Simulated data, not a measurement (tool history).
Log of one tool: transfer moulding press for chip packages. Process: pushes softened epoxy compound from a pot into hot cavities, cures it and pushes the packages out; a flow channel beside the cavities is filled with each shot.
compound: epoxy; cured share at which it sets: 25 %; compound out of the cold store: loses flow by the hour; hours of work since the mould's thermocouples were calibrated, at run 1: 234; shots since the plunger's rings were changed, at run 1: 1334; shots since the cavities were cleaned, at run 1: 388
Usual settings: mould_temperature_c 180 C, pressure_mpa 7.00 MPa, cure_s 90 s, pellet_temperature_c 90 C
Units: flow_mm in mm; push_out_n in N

run	hour	mould_temperature_c	pressure_mpa	cure_s	pellet_temperature_c	hours of work since the mould's thermocouples were calibrated	shots since the plunger's rings were changed	shots since the cavities were cleaned	incoming compound's hours out of the cold store	flow_mm	push_out_n
1	0.0	180	7.00	90	90	234	1334	388	11.6	537	419
2	48.1	180	5.72	90	90	260	1875	929	47.7	382	464
# hour 53.1: cavities cleaned with cleaning compound and waxed
3	102.9	180	5.72	90	90	288	2475	560	41.9	393	408
# hour 139.1: cavities cleaned with cleaning compound and waxed
4	158.5	180	5.72	90	90	317	3083	218	26.2	431	349
5	198.6	180	5.72	90	90	338	3535	670	15.2	463	450
# hour 226.5: cavities cleaned with cleaning compound and waxed
6	226.5	180	8.65	90	90	352	3832	0	9.8	587	275
7	265.2	180	8.65	90	90	372	4267	435	47.6	460	379
# hour 295.8: plunger's sealing rings changed
8	310.6	180	7.00	90	96	395	167	917	8.7	548	481
# hour 315.1: cavities cleaned with cleaning compound and waxed
9	333.8	180	7.00	90	96	406	411	210	38.7	450	333
10	360.1	180	7.00	90	96	420	707	506	22.0	498	403
# hour 402.0: cavities cleaned with cleaning compound and waxed
11	402.0	180	7.00	90	96	442	1162	0	10.9	533	261
12	440.7	180	7.00	90	96	462	1596	434	40.7	439	378
13	481.2	180	7.00	111	90	483	2052	890	14.8	519	347
# hour 489.9: cavities cleaned with cleaning compound and waxed
# hour 499.0: mould's thermocouples calibrated
14	538.1	175	7.00	111	90	21	2652	519	17.7	519	410
15	566.4	180	5.22	80	90	36	2971	838	22.5	424	664
# hour 581.2: cavities cleaned with cleaning compound and waxed
16	618.5	180	5.22	80	90	62	3540	419	46.8	360	518
17	656.6	180	7.00	113	89	83	3969	848	33.3	456	340
# hour 668.1: cavities cleaned with cleaning compound and waxed
18	710.8	180	7.00	113	89	110	4562	480	10.9	525	290
# hour 715.7: plunger's sealing rings changed
# hour 759.5: cavities cleaned with cleaning compound and waxed
19	768.2	180	8.51	124	90	139	575	99	38.1	499	202
20	797.3	180	8.51	124	90	154	901	425	15.1	580	270
21	824.8	179	7.00	95	89	169	1211	735	46.7	429	416
# hour 847.3: cavities cleaned with cleaning compound and waxed
22	876.7	173	7.94	98	90	195	1778	331	37.3	499	497
23	921.9	173	7.94	98	90	219	2286	839	22.9	544	651
# hour 933.1: cavities cleaned with cleaning compound and waxed
24	951.7	188	7.00	113	91	234	2604	208	41.0	424	219
25	984.3	180	7.09	90	86	251	2972	576	45.9	426	432
# hour 1019.4: cavities cleaned with cleaning compound and waxed
26	1034.4	180	6.05	75	90	277	3518	169	27.1	442	520
27	1085.9	180	6.05	75	90	304	4097	748	10.6	489	792

4 ways to go on from here, each from the tool as it stands after run 27. What would each give?
# hour 1105.3: cavities cleaned with cleaning compound and waxed
A	1121.5	180	6.05	75	84	322	4480	182	30.2	?	?
# hour 1105.3: cavities cleaned with cleaning compound and waxed
B	1121.5	173	6.80	75	94	322	4480	182	45.0	?	?
# hour 1105.3: cavities cleaned with cleaning compound and waxed
C	1121.5	187	7.00	72	90	322	4480	182	27.7	?	?
# hour 1105.3: cavities cleaned with cleaning compound and waxed
D	1121.5	182	8.46	75	86	322	4480	182	12.3	?	?

run	flow_mm	push_out_n
A	428	554
B	424	746
C	456	364
D	565	518
Without the tool's hidden state the same runs would have given:
run	flow_mm	push_out_n
A	447	456
B	443	607
C	476	300
D	590	429
